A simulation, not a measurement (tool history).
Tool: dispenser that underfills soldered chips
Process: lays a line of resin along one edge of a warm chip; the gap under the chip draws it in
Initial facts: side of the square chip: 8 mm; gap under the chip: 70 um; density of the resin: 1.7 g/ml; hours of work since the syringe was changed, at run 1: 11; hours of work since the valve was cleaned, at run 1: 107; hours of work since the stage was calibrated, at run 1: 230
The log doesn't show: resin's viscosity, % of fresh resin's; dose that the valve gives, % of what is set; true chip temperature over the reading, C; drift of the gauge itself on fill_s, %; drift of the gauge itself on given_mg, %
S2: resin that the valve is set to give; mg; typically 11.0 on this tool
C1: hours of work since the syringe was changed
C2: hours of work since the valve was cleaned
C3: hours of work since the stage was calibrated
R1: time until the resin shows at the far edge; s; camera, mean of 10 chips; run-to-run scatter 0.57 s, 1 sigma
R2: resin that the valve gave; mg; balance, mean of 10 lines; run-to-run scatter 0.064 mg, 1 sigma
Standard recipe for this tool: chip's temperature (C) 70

Run 1, day 0.000: usual settings; C1 11; C2 107; C3 230. Result: R1 99.9 s, R2 9.93 mg.
At day 0.083: new syringe of resin.
Run 2, day 0.525: usual settings; C1 7; C2 115; C3 238. Result: R1 78.3 s, R2 9.81 mg.
Run 3, day 0.804: usual settings; C1 12; C2 120; C3 243. Result: R1 100.9 s, R2 9.89 mg.
At day 0.862: new syringe of resin.
Run 4, day 1.171: usual settings; C1 5; C2 126; C3 249. Result: R1 68.1 s, R2 9.76 mg.
Run 5, day 1.542: usual settings; C1 11; C2 131; C3 255. Result: R1 96.2 s, R2 9.77 mg.
At day 1.671: new syringe of resin.
Run 6, day 1.871: usual settings but chip's temperature (C) 59; C1 3; C2 137; C3 260. Result: R1 100.8 s, R2 9.65 mg.
Run 7, day 2.321: usual settings but chip's temperature (C) 59; C1 10; C2 144; C3 267. Result: R1 147.4 s, R2 9.61 mg.
At day 2.462: new syringe of resin.
At day 2.504: dispensing valve cleaned and set on the balance.
Run 8, day 2.762: usual settings but chip's temperature (C) 68; C1 4; C2 4; C3 273. Result: R1 70.0 s, R2 10.87 mg.
Run 9, day 3.225: usual settings; C1 12; C2 12; C3 280. Result: R1 100.1 s, R2 10.97 mg.
At day 3.317: new syringe of resin.
Run 10, day 3.738: usual settings but S2 12.1 mg; C1 7; C2 20; C3 288. Result: R1 75.2 s, R2 11.88 mg.
Run 11, day 4.042: usual settings; C1 12; C2 24; C3 293. Result: R1 97.8 s, R2 10.78 mg.
At day 4.104: new syringe of resin.
Run 12, day 4.338: usual settings; C1 4; C2 29; C3 298. Result: R1 64.5 s, R2 10.61 mg.
Run 13, day 4.692: usual settings but S2 12.1 mg; C1 9; C2 35; C3 303. Result: R1 86.4 s, R2 11.70 mg.
At day 4.896: new syringe of resin.
Run 14, day 5.188: usual settings but S2 12.1 mg; C1 5; C2 42; C3 311. Result: R1 67.9 s, R2 11.57 mg.
Run 15, day 5.600: usual settings but S2 12.1 mg; C1 11; C2 49; C3 318. Result: R1 96.9 s, R2 11.68 mg.
At day 5.683: new syringe of resin.
Run 16, day 5.938: usual settings but S2 12.1 mg; C1 4; C2 54; C3 323. Result: R1 65.5 s, R2 11.48 mg.
Run 17, day 6.288: usual settings but chip's temperature (C) 81; C1 10; C2 60; C3 329. Result: R1 58.4 s, R2 10.38 mg.
At day 6.446: new syringe of resin.
Run 18, day 6.871: usual settings but chip's temperature (C) 59, S2 13.4 mg; C1 7; C2 69; C3 338. Result: R1 119.1 s, R2 12.55 mg.
At day 7.242: new syringe of resin.
Run 19, day 7.375: usual settings but chip's temperature (C) 59, S2 13.4 mg; C1 2; C2 77; C3 346. Result: R1 90.5 s, R2 12.47 mg.
Run 20, day 7.662: usual settings but chip's temperature (C) 59, S2 13.4 mg; C1 7; C2 81; C3 350. Result: R1 120.9 s, R2 12.54 mg.
Run 21, day 7.942: usual settings but chip's temperature (C) 59, S2 13.4 mg; C1 11; C2 86; C3 355. Result: R1 152.5 s, R2 12.47 mg.
At day 8.046: new syringe of resin.
Run 22, day 8.429: usual settings but chip's temperature (C) 62, S2 12.3 mg; C1 6; C2 93; C3 362. Result: R1 103.5 s, R2 11.24 mg.
At day 8.850: new syringe of resin.
Run 23, day 8.938: usual settings but chip's temperature (C) 84, S2 10.2 mg; C1 1; C2 101; C3 370. Result: R1 35.4 s, R2 9.27 mg.
Run 24, day 9.458: usual settings but chip's temperature (C) 65, S2 13.3 mg; C1 10; C2 110; C3 378. Result: R1 111.4 s, R2 11.97 mg.
At day 9.617: new syringe of resin.
Run 25, day 9.758: usual settings but chip's temperature (C) 59, S2 10.4 mg; C1 2; C2 114; C3 383. Result: R1 100.3 s, R2 9.39 mg.
Run 26, day 10.317: usual settings but chip's temperature (C) 56; C1 11; C2 123; C3 392. Result: R1 185.5 s, R2 9.75 mg.
At day 10.400: new syringe of resin.
Run 27, day 10.650: usual settings but chip's temperature (C) 75, S2 10.6 mg; C1 4; C2 128; C3 397. Result: R1 58.5 s, R2 9.41 mg.
Run 28, day 11.096: usual settings but chip's temperature (C) 69, S2 13.7 mg; C1 11; C2 135; C3 404. Result: R1 102.7 s, R2 12.00 mg.
At day 11.200: new syringe of resin.
Run 29, day 11.600: usual settings but chip's temperature (C) 58; C1 6; C2 143; C3 412. Result: R1 133.0 s, R2 9.67 mg.
At day 11.800: dispensing valve cleaned and set on the balance.
At day 12.008: new syringe of resin.
Run 30, day 12.204: usual settings but chip's temperature (C) 56, S2 11.6 mg; C1 3; C2 6; C3 421. Result: R1 114.1 s, R2 11.61 mg.
Run 31, day 12.583: usual settings but chip's temperature (C) 63, S2 10.9 mg; C1 9; C2 12; C3 427. Result: R1 116.7 s, R2 10.76 mg.

Below are 4 alternative next runs, each starting from the tool's condition after run 31. Predict each:
At day 12.788: new syringe of resin.
Run A, day 13.117: usual settings but chip's temperature (C) 81, S2 11.9 mg; C1 5; C2 21; C3 435. Result: R1 ?, R2 ?.
At day 12.788: new syringe of resin.
Run B, day 13.117: usual settings but chip's temperature (C) 63, S2 10.2 mg; C1 5; C2 21; C3 435. Result: R1 ?, R2 ?.
At day 12.788: new syringe of resin.
Run C, day 13.117: usual settings but chip's temperature (C) 66, S2 12.6 mg; C1 5; C2 21; C3 435. Result: R1 ?, R2 ?.
At day 12.788: new syringe of resin.
Run D, day 13.117: usual settings but chip's temperature (C) 72, S2 11.9 mg; C1 5; C2 21; C3 435. Result: R1 ?, R2 ?.

run    R1     R2
  A  46.2  11.83
  B  99.2  10.05
  C  85.3  12.35
  D  66.1  11.67
The same runs, with their run-to-run variation unchanged, on a tool lacking any hidden condition would have given:
run    R1     R2
  A  31.3  12.03
  B  66.4  10.23
  C  57.5  12.56
  D  44.7  11.87
